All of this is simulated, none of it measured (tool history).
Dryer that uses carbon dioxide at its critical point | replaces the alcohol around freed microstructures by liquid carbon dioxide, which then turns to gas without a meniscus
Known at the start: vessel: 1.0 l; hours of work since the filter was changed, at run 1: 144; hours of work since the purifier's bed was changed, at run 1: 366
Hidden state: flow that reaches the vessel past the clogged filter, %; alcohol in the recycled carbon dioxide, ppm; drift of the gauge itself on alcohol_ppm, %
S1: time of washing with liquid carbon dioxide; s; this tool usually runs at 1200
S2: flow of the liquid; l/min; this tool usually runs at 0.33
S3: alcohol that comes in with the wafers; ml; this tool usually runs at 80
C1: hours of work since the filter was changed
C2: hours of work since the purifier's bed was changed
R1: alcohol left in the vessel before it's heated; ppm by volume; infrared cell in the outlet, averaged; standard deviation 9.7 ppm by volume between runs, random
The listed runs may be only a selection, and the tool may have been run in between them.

Run 1, day 0: usual settings; C1 144; C2 366. Result: R1 986 ppm by volume.
Run 2, day 0.929: usual settings; C1 160; C2 382. Result: R1 1051 ppm by volume.
Run 3, day 2.333: usual settings; C1 184; C2 406. Result: R1 1174 ppm by volume.
At day 2.625: inlet filter changed.
Run 4, day 3.304: usual settings; C1 12; C2 423. Result: R1 640 ppm by volume.
Run 5, day 4.738: usual settings; C1 37; C2 447. Result: R1 714 ppm by volume.
Run 6, day 5.562: usual settings; C1 51; C2 462. Result: R1 755 ppm by volume.
Run 7, day 6.504: usual settings; C1 67; C2 478. Result: R1 788 ppm by volume.
Run 8, day 7.758: usual settings; C1 89; C2 500. Result: R1 843 ppm by volume.
Run 9, day 9.15: usual settings but S3 104 ml; C1 113; C2 524. Result: R1 1146 ppm by volume.
Run 10, day 9.883: usual settings but S3 61 ml; C1 126; C2 537. Result: R1 750 ppm by volume.
Run 11, day 11.046: usual settings but S3 26 ml; C1 146; C2 557. Result: R1 395 ppm by volume.
Run 12, day 12.208: usual settings; C1 166; C2 577. Result: R1 1127 ppm by volume.
Run 13, day 12.975: usual settings but S1 1020 s, S2 0.266 l/min, S3 23 ml; C1 179; C2 590. Result: R1 1292 ppm by volume.
At day 13.492: inlet filter changed.
Run 14, day 13.596: usual settings but S2 0.203 l/min, S3 21 ml; C1 2; C2 600. Result: R1 1043 ppm by volume.
Run 15, day 14.433: usual settings but S2 0.203 l/min, S3 21 ml; C1 16; C2 615. Result: R1 1074 ppm by volume.
Run 16, day 15.575: usual settings but S1 1680 s, S2 0.372 l/min, S3 53 ml; C1 36; C2 634. Result: R1 109 ppm by volume.
Run 17, day 16.179: usual settings but S1 1680 s, S2 0.372 l/min, S3 53 ml; C1 47; C2 645. Result: R1 110 ppm by volume.
Run 18, day 16.946: usual settings but S1 1080 s, S2 0.385 l/min; C1 60; C2 658. Result: R1 625 ppm by volume.
Run 19, day 18.346: usual settings but S1 1020 s, S3 53 ml; C1 84; C2 682. Result: R1 1060 ppm by volume.
Run 20, day 18.938: usual settings but S1 1020 s, S3 37 ml; C1 94; C2 693. Result: R1 806 ppm by volume.
Run 21, day 20.138: usual settings but S2 0.263 l/min, S3 24 ml; C1 115; C2 714. Result: R1 702 ppm by volume.
Run 22, day 20.75: usual settings but S2 0.464 l/min, S3 72 ml; C1 126; C2 724. Result: R1 220 ppm by volume.
Run 23, day 21.646: usual settings but S2 0.397 l/min; C1 141; C2 740. Result: R1 459 ppm by volume.
Run 24, day 22.729: usual settings but S1 900 s, S2 0.237 l/min, S3 105 ml; C1 160; C2 758. Result: R1 9779 ppm by volume.

Branching from run 24: 5 alternative next runs. What would each branch give?
Run A, day 23.371: usual settings but S1 900 s, S2 0.429 l/min, S3 105 ml; C1 171; C2 770. Result: R1 ?.
Run B, day 23.371: usual settings but S1 1140 s, S3 115 ml; C1 171; C2 770. Result: R1 ?.
Run C, day 23.371: usual settings but S1 780 s, S2 0.274 l/min, S3 29 ml; C1 171; C2 770. Result: R1 ?.
Run D, day 23.371: usual settings but S1 900 s, S2 0.237 l/min, S3 113 ml; C1 171; C2 770. Result: R1 ?.
Run E, day 23.371: usual settings but S2 0.269 l/min; C1 171; C2 770. Result: R1 ?.

run     R1
  A   1609
  B   1926
  C   2805
  D  10656
  E   2358
What these runs would have given with no unlogged condition in the tool:
run    R1
  A   823
  B  1006
  C  1928
  D  7501
  E  1350
